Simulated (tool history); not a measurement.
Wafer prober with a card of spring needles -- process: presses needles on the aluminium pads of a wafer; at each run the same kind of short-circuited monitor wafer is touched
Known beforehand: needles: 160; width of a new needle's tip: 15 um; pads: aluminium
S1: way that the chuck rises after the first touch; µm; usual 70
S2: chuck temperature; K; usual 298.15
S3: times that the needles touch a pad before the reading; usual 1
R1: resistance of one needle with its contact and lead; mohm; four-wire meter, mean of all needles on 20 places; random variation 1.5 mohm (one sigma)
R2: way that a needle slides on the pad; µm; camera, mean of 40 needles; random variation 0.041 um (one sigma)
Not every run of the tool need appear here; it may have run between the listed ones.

run,hour,S1,S2,S3,R1,R2
1,0,70,298.15,1,223,10.27
# hour 8.6: tips cleaned on abrasive film
# hour 22.8: tips cleaned on abrasive film
# hour 34.2: tips cleaned on abrasive film
# hour 45.6: tips cleaned on abrasive film
# hour 57: tips cleaned on abrasive film
2,61.1,70,298.15,1,226,10.19
# hour 69.7: tips cleaned on abrasive film
# hour 81.1: tips cleaned on abrasive film
# hour 92.5: tips cleaned on abrasive film
# hour 103.9: tips cleaned on abrasive film
3,105.2,70,298.15,1,175,10.12
# hour 116.6: tips cleaned on abrasive film
# hour 128: tips cleaned on abrasive film
# hour 139.4: tips cleaned on abrasive film
# hour 153.6: tips cleaned on abrasive film
# hour 165: tips cleaned on abrasive film
4,167,70,298.15,1,196,10.1
# hour 178.4: tips cleaned on abrasive film
# hour 189.8: tips cleaned on abrasive film
# hour 201.2: tips cleaned on abrasive film
# hour 215.4: tips cleaned on abrasive film
# hour 221.4: height of the first contact set anew
# hour 227.1: tips cleaned on abrasive film
5,234.3,70,298.15,1,250,10.47
# hour 240: tips cleaned on abrasive film
# hour 251.4: tips cleaned on abrasive film
# hour 265.7: tips cleaned on abrasive film
# hour 277: tips cleaned on abrasive film
# hour 291.3: tips cleaned on abrasive film
6,297.2,70,298.15,1,234,10.39
# hour 303: tips cleaned on abrasive film
# hour 314.4: tips cleaned on abrasive film
# hour 328.6: tips cleaned on abrasive film
# hour 342.8: tips cleaned on abrasive film
# hour 354.2: tips cleaned on abrasive film
7,363.7,70,298.15,1,276,10.29
# hour 366.6: tips cleaned on abrasive film
# hour 380.8: tips cleaned on abrasive film
# hour 392.2: tips cleaned on abrasive film
# hour 403.6: tips cleaned on abrasive film
# hour 417.8: tips cleaned on abrasive film
8,424.4,70,298.15,1,258,10.26
# hour 430.1: tips cleaned on abrasive film
# hour 444.4: tips cleaned on abrasive film
# hour 455.7: tips cleaned on abrasive film
# hour 470: tips cleaned on abrasive film
# hour 481.4: tips cleaned on abrasive film
9,485.9,77,298.15,1,223,11.15
# hour 494.5: tips cleaned on abrasive film
# hour 505.9: tips cleaned on abrasive film
# hour 520.1: tips cleaned on abrasive film
# hour 534.3: tips cleaned on abrasive film
10,535.5,81,298.15,1,175,11.72
# hour 546.9: tips cleaned on abrasive film
# hour 558.3: tips cleaned on abrasive film
# hour 569.7: tips cleaned on abrasive film
11,570.5,81,298.15,1,164,11.65
# hour 581.9: tips cleaned on abrasive film
# hour 596.1: tips cleaned on abrasive film
12,606.5,81,298.15,1,257,11.65
# hour 609.4: tips cleaned on abrasive film
# hour 623.6: tips cleaned on abrasive film
# hour 635: tips cleaned on abrasive film
# hour 641: height of the first contact set anew
# hour 646.7: tips cleaned on abrasive film
# hour 660.9: tips cleaned on abrasive film
13,665.2,70,305.15,1,236,10.38
# hour 673.8: tips cleaned on abrasive film
# hour 688: tips cleaned on abrasive film
14,694.7,70,316.15,2,214,10.44
# hour 700.4: tips cleaned on abrasive film
# hour 711.8: tips cleaned on abrasive film
# hour 723.2: tips cleaned on abrasive film
15,724.4,70,316.15,2,172,10.33
# hour 735.8: tips cleaned on abrasive film
# hour 747.1: tips cleaned on abrasive film
# hour 758.5: tips cleaned on abrasive film
# hour 772.8: tips cleaned on abrasive film
# hour 784.2: tips cleaned on abrasive film
16,793.9,70,316.15,1,291,10.28
# hour 796.8: tips cleaned on abrasive film
# hour 808.2: tips cleaned on abrasive film
# hour 822.4: tips cleaned on abrasive film
# hour 836.6: tips cleaned on abrasive film
17,841,86,298.15,2,185,12.61
# hour 849.5: tips cleaned on abrasive film
# hour 860.9: tips cleaned on abrasive film
# hour 875.1: tips cleaned on abrasive film
18,885.5,80,324.15,2,220,11.68
# hour 888.4: tips cleaned on abrasive film
# hour 899.8: tips cleaned on abrasive film
# hour 911.2: tips cleaned on abrasive film
# hour 922.6: tips cleaned on abrasive film
# hour 936.8: tips cleaned on abrasive film
# hour 948.2: tips cleaned on abrasive film
19,948.8,80,324.15,2,157,11.56
# hour 960.2: tips cleaned on abrasive film
# hour 971.6: tips cleaned on abrasive film
# hour 985.8: tips cleaned on abrasive film
# hour 997.2: tips cleaned on abrasive film
# hour 1011.4: tips cleaned on abrasive film
20,1018.1,54,321.15,1,332,7.67
# hour 1023.8: tips cleaned on abrasive film
# hour 1035.2: tips cleaned on abrasive film
# hour 1046.6: tips cleaned on abrasive film
# hour 1058: tips cleaned on abrasive film
# hour 1061.1: height of the first contact set anew
# hour 1071.2: tips cleaned on abrasive film
21,1071.2,54,321.15,1,160,8.08
# hour 1085.4: tips cleaned on abrasive film
# hour 1096.8: tips cleaned on abrasive film
22,1105.9,71,298.15,1,289,10.52
# hour 1108.8: tips cleaned on abrasive film
# hour 1120.2: tips cleaned on abrasive film
# hour 1131.6: tips cleaned on abrasive film
# hour 1145.5: tips cleaned on abrasive film
23,1145.5,75,331.15,1,159,11.05
# hour 1156.9: tips cleaned on abrasive film
# hour 1171.1: tips cleaned on abrasive film
# hour 1185.3: tips cleaned on abrasive film
# hour 1199.5: tips cleaned on abrasive film
# hour 1210.9: tips cleaned on abrasive film
24,1214.5,89,342.15,1,195,13.15
# hour 1223: tips cleaned on abrasive film
# hour 1237.2: tips cleaned on abrasive film
25,1246.5,58,371.15,1,343,8.48
# hour 1249.4: tips cleaned on abrasive film
# hour 1263.6: tips cleaned on abrasive film
# hour 1277.8: tips cleaned on abrasive film
# hour 1290.9: tips cleaned on abrasive film
26,1290.9,54,328.15,2,158,7.8

Each row is a separate what-if for the run after 26, all from the same tool condition, not one after another. Results?
# hour 1305.1: tips cleaned on abrasive film
# hour 1319.3: tips cleaned on abrasive film
# hour 1330.7: tips cleaned on abrasive film
# hour 1345: tips cleaned on abrasive film
A,1346.1,70,332.15,1,?,?
# hour 1305.1: tips cleaned on abrasive film
# hour 1319.3: tips cleaned on abrasive film
# hour 1330.7: tips cleaned on abrasive film
# hour 1345: tips cleaned on abrasive film
B,1346.1,71,329.15,1,?,?
# hour 1305.1: tips cleaned on abrasive film
# hour 1319.3: tips cleaned on abrasive film
# hour 1330.7: tips cleaned on abrasive film
# hour 1345: tips cleaned on abrasive film
C,1346.1,70,331.15,2,?,?

run,R1,R2
A,184,10.2
B,182,10.3
C,168,10.13
Stripped of hidden state, with their random variation kept, the same runs would have yielded:
run,R1,R2
A,142,10.51
B,141,10.61
C,141,10.44

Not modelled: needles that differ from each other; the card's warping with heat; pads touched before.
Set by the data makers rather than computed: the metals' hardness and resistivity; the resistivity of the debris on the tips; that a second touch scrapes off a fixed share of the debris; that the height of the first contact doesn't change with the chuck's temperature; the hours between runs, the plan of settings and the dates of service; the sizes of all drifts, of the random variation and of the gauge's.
